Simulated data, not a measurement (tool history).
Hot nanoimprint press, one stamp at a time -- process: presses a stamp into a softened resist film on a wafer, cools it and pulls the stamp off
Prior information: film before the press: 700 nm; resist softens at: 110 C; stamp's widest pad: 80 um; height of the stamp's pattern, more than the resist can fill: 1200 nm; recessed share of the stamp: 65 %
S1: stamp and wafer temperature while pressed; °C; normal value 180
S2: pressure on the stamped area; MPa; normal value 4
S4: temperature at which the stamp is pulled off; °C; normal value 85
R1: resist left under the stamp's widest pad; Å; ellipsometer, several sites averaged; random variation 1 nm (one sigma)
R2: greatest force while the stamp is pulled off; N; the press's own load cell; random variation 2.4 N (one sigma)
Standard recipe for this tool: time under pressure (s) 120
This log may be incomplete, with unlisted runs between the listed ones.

Run 1, hour 0: usual settings. Result: R1 3294 Å, R2 109 N.
Run 2, hour 3.9: usual settings. Result: R1 3299 Å, R2 113 N.
Run 3, hour 12.8: usual settings. Result: R1 3295 Å, R2 113 N.
Run 4, hour 18.4: usual settings. Result: R1 3298 Å, R2 117 N.
Run 5, hour 23.1: usual settings. Result: R1 3290 Å, R2 120 N.
Run 6, hour 31.4: usual settings. Result: R1 3289 Å, R2 120 N.
Run 7, hour 37.4: usual settings but S2 2.83 MPa. Result: R1 3905 Å, R2 121 N.
Run 8, hour 43.5: usual settings but time under pressure (s) 128, S4 83 °C. Result: R1 3237 Å, R2 127 N.
Run 9, hour 47.8: usual settings but time under pressure (s) 95, S4 83 °C. Result: R1 3558 Å, R2 133 N.
At hour 51.6: plate thermocouple calibrated.
Run 10, hour 56.4: usual settings but S1 168 °C. Result: R1 5195 Å, R2 128 N.
Run 11, hour 65.2: usual settings but S1 185 °C, S2 4.59 MPa, time under pressure (s) 169, S4 90 °C. Result: R1 2200 Å, R2 105 N.
Run 12, hour 73.8: usual settings but S1 185 °C, S2 4.59 MPa, time under pressure (s) 169, S4 90 °C. Result: R1 2194 Å, R2 108 N.
At hour 79.3: plate thermocouple calibrated, once more.
Run 13, hour 83.8: usual settings but S1 170 °C, S4 78 °C. Result: R1 4717 Å, R2 143 N.

Here are 5 independent what-if runs from the current tool condition. What would each one return?
Run A, hour 92.8: usual settings but S1 170 °C, S2 3.94 MPa, time under pressure (s) 113. Result: R1 ?, R2 ?.
Run B, hour 92.8: usual settings but S2 2.61 MPa, time under pressure (s) 86. Result: R1 ?, R2 ?.
Run C, hour 92.8: usual settings but S1 186 °C, time under pressure (s) 79, S4 82 °C. Result: R1 ?, R2 ?.
Run D, hour 92.8: usual settings but S1 184 °C. Result: R1 ?, R2 ?.
Run E, hour 92.8: usual settings but S1 178 °C, S4 89 °C. Result: R1 ?, R2 ?.

run    R1   R2
  A  4836  127
  B  4354  126
  C  2896  138
  D  2722  126
  E  3467  109
Without the tool's hidden state the same runs would have given:
run    R1   R2
  A  4834  111
  B  4357  110
  C  2891  120
  D  2718  109
  E  3463   95

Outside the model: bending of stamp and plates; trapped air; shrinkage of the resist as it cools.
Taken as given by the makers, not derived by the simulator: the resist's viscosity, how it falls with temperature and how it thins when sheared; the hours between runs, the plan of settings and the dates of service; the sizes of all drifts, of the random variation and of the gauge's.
